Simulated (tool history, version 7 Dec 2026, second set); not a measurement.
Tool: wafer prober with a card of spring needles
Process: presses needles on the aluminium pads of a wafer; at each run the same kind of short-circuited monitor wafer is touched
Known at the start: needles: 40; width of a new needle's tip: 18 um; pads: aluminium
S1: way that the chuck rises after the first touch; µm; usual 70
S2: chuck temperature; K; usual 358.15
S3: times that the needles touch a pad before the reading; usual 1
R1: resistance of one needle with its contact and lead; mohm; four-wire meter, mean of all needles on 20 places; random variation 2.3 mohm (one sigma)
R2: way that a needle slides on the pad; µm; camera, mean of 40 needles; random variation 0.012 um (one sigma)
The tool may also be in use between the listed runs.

{"run": 1, "day": 0.0, "S1": 70, "S2": 358.15, "S3": 1, "R1": 265, "R2": 10.85}
{"day": 0.696, "done": "tips cleaned on abrasive film"}
{"run": 2, "day": 0.921, "S1": 70, "S2": 358.15, "S3": 1, "R1": 266, "R2": 10.86}
{"day": 1.404, "done": "tips cleaned on abrasive film"}
{"run": 3, "day": 1.617, "S1": 70, "S2": 358.15, "S3": 2, "R1": 266, "R2": 10.87}
{"day": 2.092, "done": "tips cleaned on abrasive film"}
{"day": 2.758, "done": "tips cleaned on abrasive film"}
{"run": 4, "day": 2.879, "S1": 70, "S2": 358.15, "S3": 2, "R1": 266, "R2": 10.86}
{"day": 3.492, "done": "tips cleaned on abrasive film"}
{"run": 5, "day": 3.825, "S1": 70, "S2": 358.15, "S3": 2, "R1": 262, "R2": 10.87}
{"day": 4.2, "done": "tips cleaned on abrasive film"}
{"day": 4.9, "done": "tips cleaned on abrasive film"}
{"run": 6, "day": 4.9, "S1": 77, "S2": 323.15, "S3": 2, "R1": 256, "R2": 11.95}
{"day": 4.988, "done": "height of the first contact set anew"}
{"run": 7, "day": 5.462, "S1": 70, "S2": 317.15, "S3": 3, "R1": 253, "R2": 10.88}

Run 8 comes next. What will it give?
{"day": 5.633, "done": "tips cleaned on abrasive film"}
{"day": 6.292, "done": "tips cleaned on abrasive film"}
{"run": 8, "day": 6.292, "S1": 80, "S2": 302.15, "S3": 1, "R1": "?", "R2": "?"}

{"run 8": {"R1": 250, "R2": 12.42}}
Without the tool's hidden state the same run would have given R1 250 mohm, R2 12.42 µm.

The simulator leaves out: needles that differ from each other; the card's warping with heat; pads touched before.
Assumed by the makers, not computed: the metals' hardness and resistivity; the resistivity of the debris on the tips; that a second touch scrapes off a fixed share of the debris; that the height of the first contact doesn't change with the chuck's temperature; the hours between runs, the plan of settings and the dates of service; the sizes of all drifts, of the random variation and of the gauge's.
